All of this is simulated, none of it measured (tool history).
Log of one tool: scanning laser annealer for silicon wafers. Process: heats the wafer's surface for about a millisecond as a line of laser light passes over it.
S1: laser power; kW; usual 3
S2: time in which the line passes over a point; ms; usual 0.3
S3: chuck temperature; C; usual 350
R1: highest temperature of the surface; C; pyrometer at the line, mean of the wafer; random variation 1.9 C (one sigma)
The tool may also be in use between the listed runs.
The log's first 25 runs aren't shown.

Run 26, hour 534.1: usual settings but S1 2.766 kW, S2 0.327 ms, S3 364 C. Result: R1 1073 C.
Run 27, hour 552.4: usual settings but S1 2.766 kW, S2 0.327 ms, S3 364 C. Result: R1 1072 C.
Run 28, hour 565.3: usual settings but S1 2.766 kW, S2 0.217 ms, S3 374 C. Result: R1 945 C.
Run 29, hour 585.2: usual settings but S1 2.766 kW, S2 0.217 ms, S3 374 C. Result: R1 949 C.
At hour 595.7: window over the wafer cleaned.
Run 30, hour 604.6: usual settings but S1 3.042 kW, S2 0.217 ms, S3 374 C. Result: R1 1048 C.
Run 31, hour 616.1: usual settings but S1 3.042 kW, S2 0.217 ms, S3 374 C. Result: R1 1050 C.
Run 32, hour 639.9: usual settings but S2 0.366 ms, S3 322 C. Result: R1 1188 C.
Run 33, hour 658.1: usual settings but S1 2.902 kW, S2 0.291 ms, S3 335 C. Result: R1 1071 C.
Run 34, hour 682.5: usual settings but S1 3.298 kW, S2 0.315 ms, S3 368 C. Result: R1 1262 C.
Run 35, hour 697.2: usual settings but S2 0.277 ms. Result: R1 1099 C.
Run 36, hour 708.9: usual settings but S2 0.277 ms. Result: R1 1096 C.
Run 37, hour 736.2: usual settings but S1 2.751 kW, S3 371 C. Result: R1 1068 C.
Run 38, hour 763.3: usual settings but S1 2.751 kW, S3 371 C. Result: R1 1066 C.
Run 39, hour 786: usual settings but S1 3.208 kW, S2 0.217 ms, S3 343 C. Result: R1 1047 C.
Run 40, hour 803.7: usual settings but S1 2.964 kW, S2 0.28 ms. Result: R1 1078 C.
Run 41, hour 827.5: usual settings but S1 2.964 kW, S2 0.28 ms. Result: R1 1075 C.
Run 42, hour 845.4: usual settings but S1 2.84 kW, S2 0.28 ms, S3 326 C. Result: R1 1018 C.

3 ways to go on from here, each from the tool as it stands after run 42. What would each give?
Run A, hour 868.8: usual settings but S1 2.802 kW, S3 334 C. Result: R1 ?.
Run B, hour 868.8: usual settings but S1 2.613 kW, S2 0.28 ms, S3 326 C. Result: R1 ?.
Run C, hour 868.8: usual settings but S1 2.977 kW, S2 0.224 ms. Result: R1 ?.

run    R1
  A  1035
  B   946
  C   998
Without the tool's hidden state the same runs would have given:
run    R1
  A  1058
  B   966
  C  1020

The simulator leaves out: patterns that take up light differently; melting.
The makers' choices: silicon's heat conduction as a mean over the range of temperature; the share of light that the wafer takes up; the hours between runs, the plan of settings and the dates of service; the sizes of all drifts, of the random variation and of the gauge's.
